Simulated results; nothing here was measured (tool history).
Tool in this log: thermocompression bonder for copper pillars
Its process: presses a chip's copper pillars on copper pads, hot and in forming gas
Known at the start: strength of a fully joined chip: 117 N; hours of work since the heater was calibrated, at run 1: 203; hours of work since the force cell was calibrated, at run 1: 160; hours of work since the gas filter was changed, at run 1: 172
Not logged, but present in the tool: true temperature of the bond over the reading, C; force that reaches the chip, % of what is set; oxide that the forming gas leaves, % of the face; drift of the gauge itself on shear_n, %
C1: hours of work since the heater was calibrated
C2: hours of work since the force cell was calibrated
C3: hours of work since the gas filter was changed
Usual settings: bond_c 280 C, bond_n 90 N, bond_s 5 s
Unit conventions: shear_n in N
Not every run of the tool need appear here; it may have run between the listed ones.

{"run": 1, "hour": 0.0, "bond_c": 280, "bond_n": 90, "bond_s": 5, "C1": 203, "C2": 160, "C3": 172, "shear_n": 72.6}
{"run": 2, "hour": 8.7, "bond_c": 280, "bond_n": 90, "bond_s": 5, "C1": 207, "C2": 163, "C3": 176, "shear_n": 72.6}
{"run": 3, "hour": 17.2, "bond_c": 280, "bond_n": 61, "bond_s": 5, "C1": 210, "C2": 167, "C3": 179, "shear_n": 50.7}
{"run": 4, "hour": 25.4, "bond_c": 280, "bond_n": 90, "bond_s": 5, "C1": 213, "C2": 170, "C3": 182, "shear_n": 72.4}
{"run": 5, "hour": 30.4, "bond_c": 280, "bond_n": 90, "bond_s": 5, "C1": 215, "C2": 172, "C3": 184, "shear_n": 71.5}
{"run": 6, "hour": 38.6, "bond_c": 280, "bond_n": 90, "bond_s": 5, "C1": 219, "C2": 175, "C3": 188, "shear_n": 72.9}
{"run": 7, "hour": 44.9, "bond_c": 280, "bond_n": 90, "bond_s": 5, "C1": 221, "C2": 178, "C3": 190, "shear_n": 73.1}
{"run": 8, "hour": 55.1, "bond_c": 280, "bond_n": 126, "bond_s": 5, "C1": 225, "C2": 182, "C3": 194, "shear_n": 90.7}
{"run": 9, "hour": 62.2, "bond_c": 280, "bond_n": 126, "bond_s": 5, "C1": 228, "C2": 185, "C3": 197, "shear_n": 90.7}
{"run": 10, "hour": 67.6, "bond_c": 280, "bond_n": 108, "bond_s": 5, "C1": 230, "C2": 187, "C3": 199, "shear_n": 82.7}
{"run": 11, "hour": 75.9, "bond_c": 267, "bond_n": 83, "bond_s": 10, "C1": 234, "C2": 190, "C3": 203, "shear_n": 75.1}
{"run": 12, "hour": 80.9, "bond_c": 277, "bond_n": 81, "bond_s": 3, "C1": 236, "C2": 192, "C3": 205, "shear_n": 54}
{"run": 13, "hour": 88.2, "bond_c": 256, "bond_n": 101, "bond_s": 4, "C1": 239, "C2": 195, "C3": 208, "shear_n": 61.5}
{"run": 14, "hour": 97.4, "bond_c": 256, "bond_n": 101, "bond_s": 4, "C1": 242, "C2": 199, "C3": 211, "shear_n": 60.9}
{"run": 15, "hour": 105.8, "bond_c": 256, "bond_n": 101, "bond_s": 4, "C1": 246, "C2": 202, "C3": 215, "shear_n": 60.5}
{"run": 16, "hour": 111.0, "bond_c": 263, "bond_n": 90, "bond_s": 5, "C1": 248, "C2": 204, "C3": 217, "shear_n": 63.5}
{"run": 17, "hour": 115.8, "bond_c": 280, "bond_n": 90, "bond_s": 14, "C1": 250, "C2": 206, "C3": 219, "shear_n": 92.7}
{"run": 18, "hour": 122.5, "bond_c": 280, "bond_n": 90, "bond_s": 11, "C1": 252, "C2": 209, "C3": 221, "shear_n": 87.5}

Below are 5 alternative next runs, each starting from the tool's condition after run 18. Predict each:
{"run": "A", "hour": 132.2, "bond_c": 277, "bond_n": 128, "bond_s": 4, "C1": 256, "C2": 213, "C3": 225, "shear_n": "?"}
{"run": "B", "hour": 132.2, "bond_c": 304, "bond_n": 83, "bond_s": 3, "C1": 256, "C2": 213, "C3": 225, "shear_n": "?"}
{"run": "C", "hour": 132.2, "bond_c": 280, "bond_n": 76, "bond_s": 5, "C1": 256, "C2": 213, "C3": 225, "shear_n": "?"}
{"run": "D", "hour": 132.2, "bond_c": 280, "bond_n": 68, "bond_s": 9, "C1": 256, "C2": 213, "C3": 225, "shear_n": "?"}
{"run": "E", "hour": 132.2, "bond_c": 281, "bond_n": 90, "bond_s": 11, "C1": 256, "C2": 213, "C3": 225, "shear_n": "?"}

run=A shear_n=85.6
run=B shear_n=68.8
run=C shear_n=62.6
run=D shear_n=68.6
run=E shear_n=88.7
Without the tool's hidden state the same runs would have given:
run=A shear_n=89.7
run=B shear_n=72.1
run=C shear_n=65.8
run=D shear_n=72
run=E shear_n=92.9

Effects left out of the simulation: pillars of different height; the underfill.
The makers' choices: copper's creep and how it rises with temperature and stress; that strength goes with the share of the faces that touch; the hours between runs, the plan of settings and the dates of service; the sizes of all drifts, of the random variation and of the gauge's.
